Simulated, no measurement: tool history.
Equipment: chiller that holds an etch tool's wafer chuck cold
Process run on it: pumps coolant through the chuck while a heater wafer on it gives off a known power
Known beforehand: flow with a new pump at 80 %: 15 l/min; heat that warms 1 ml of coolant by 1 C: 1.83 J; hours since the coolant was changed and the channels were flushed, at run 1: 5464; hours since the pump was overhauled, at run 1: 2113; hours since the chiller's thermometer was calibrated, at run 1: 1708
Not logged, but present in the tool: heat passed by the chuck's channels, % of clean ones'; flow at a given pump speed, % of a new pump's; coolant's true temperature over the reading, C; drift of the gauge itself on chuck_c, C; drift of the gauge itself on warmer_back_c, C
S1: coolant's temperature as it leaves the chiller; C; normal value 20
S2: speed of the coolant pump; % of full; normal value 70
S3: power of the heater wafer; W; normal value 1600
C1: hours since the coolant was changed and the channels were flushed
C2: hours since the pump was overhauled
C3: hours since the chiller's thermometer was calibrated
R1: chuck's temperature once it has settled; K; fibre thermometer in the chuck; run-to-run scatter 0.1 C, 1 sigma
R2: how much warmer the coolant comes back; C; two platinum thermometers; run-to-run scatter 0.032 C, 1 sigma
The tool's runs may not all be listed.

{"run": 1, "hour": 0.0, "S1": 20, "S2": 70, "S3": 1600, "C1": 5464, "C2": 2113, "C3": 1708, "R1": 303.15, "R2": 3.96}
{"run": 2, "hour": 41.8, "S1": 20, "S2": 70, "S3": 1600, "C1": 5506, "C2": 2155, "C3": 1749, "R1": 302.95, "R2": 3.99}
{"run": 3, "hour": 97.9, "S1": 20, "S2": 70, "S3": 1600, "C1": 5562, "C2": 2211, "C3": 1805, "R1": 303.05, "R2": 4.0}
{"run": 4, "hour": 132.0, "S1": 20, "S2": 79, "S3": 1600, "C1": 5596, "C2": 2245, "C3": 1840, "R1": 302.45, "R2": 3.45}
{"run": 5, "hour": 161.3, "S1": 20, "S2": 79, "S3": 1958, "C1": 5626, "C2": 2275, "C3": 1869, "R1": 304.45, "R2": 4.27}
{"run": 6, "hour": 202.8, "S1": 20, "S2": 70, "S3": 1600, "C1": 5667, "C2": 2316, "C3": 1910, "R1": 303.15, "R2": 3.96}
{"run": 7, "hour": 236.9, "S1": 20, "S2": 70, "S3": 2167, "C1": 5701, "C2": 2350, "C3": 1944, "R1": 306.45, "R2": 5.33}
{"run": 8, "hour": 299.9, "S1": 20, "S2": 70, "S3": 2167, "C1": 5764, "C2": 2413, "C3": 2007, "R1": 306.55, "R2": 5.35}
{"run": 9, "hour": 327.9, "S1": 13, "S2": 70, "S3": 1600, "C1": 5792, "C2": 2441, "C3": 2035, "R1": 296.05, "R2": 3.98}
{"run": 10, "hour": 395.2, "S1": 13, "S2": 70, "S3": 1600, "C1": 5859, "C2": 2509, "C3": 2103, "R1": 295.95, "R2": 3.94}
{"run": 11, "hour": 438.7, "S1": 14, "S2": 70, "S3": 1259, "C1": 5903, "C2": 2552, "C3": 2146, "R1": 295.05, "R2": 3.05}
{"hour": 460.8, "done": "coolant changed, channels flushed"}
{"run": 12, "hour": 478.8, "S1": 12, "S2": 70, "S3": 1276, "C1": 18, "C2": 2586, "C3": 2180, "R1": 293.15, "R2": 3.09}
{"run": 13, "hour": 510.4, "S1": 21, "S2": 76, "S3": 1498, "C1": 50, "C2": 2618, "C3": 2212, "R1": 302.95, "R2": 3.38}
{"run": 14, "hour": 576.9, "S1": 21, "S2": 76, "S3": 1498, "C1": 116, "C2": 2684, "C3": 2278, "R1": 302.75, "R2": 3.3}
{"run": 15, "hour": 622.6, "S1": 21, "S2": 76, "S3": 1498, "C1": 162, "C2": 2730, "C3": 2324, "R1": 303.05, "R2": 3.3}
{"run": 16, "hour": 654.1, "S1": 13, "S2": 64, "S3": 1016, "C1": 193, "C2": 2762, "C3": 2356, "R1": 292.95, "R2": 2.64}

For run 17, what comes out?
{"run": 17, "hour": 698.2, "S1": 22, "S2": 87, "S3": 985, "C1": 237, "C2": 2806, "C3": 2400, "R1": "?", "R2": "?"}

Run 17 came out at R1 300.75 K, R2 1.82 C.
With the hidden condition absent and the run-to-run variation left alone, this run would have shown R1 300.75 K, R2 1.98 C.

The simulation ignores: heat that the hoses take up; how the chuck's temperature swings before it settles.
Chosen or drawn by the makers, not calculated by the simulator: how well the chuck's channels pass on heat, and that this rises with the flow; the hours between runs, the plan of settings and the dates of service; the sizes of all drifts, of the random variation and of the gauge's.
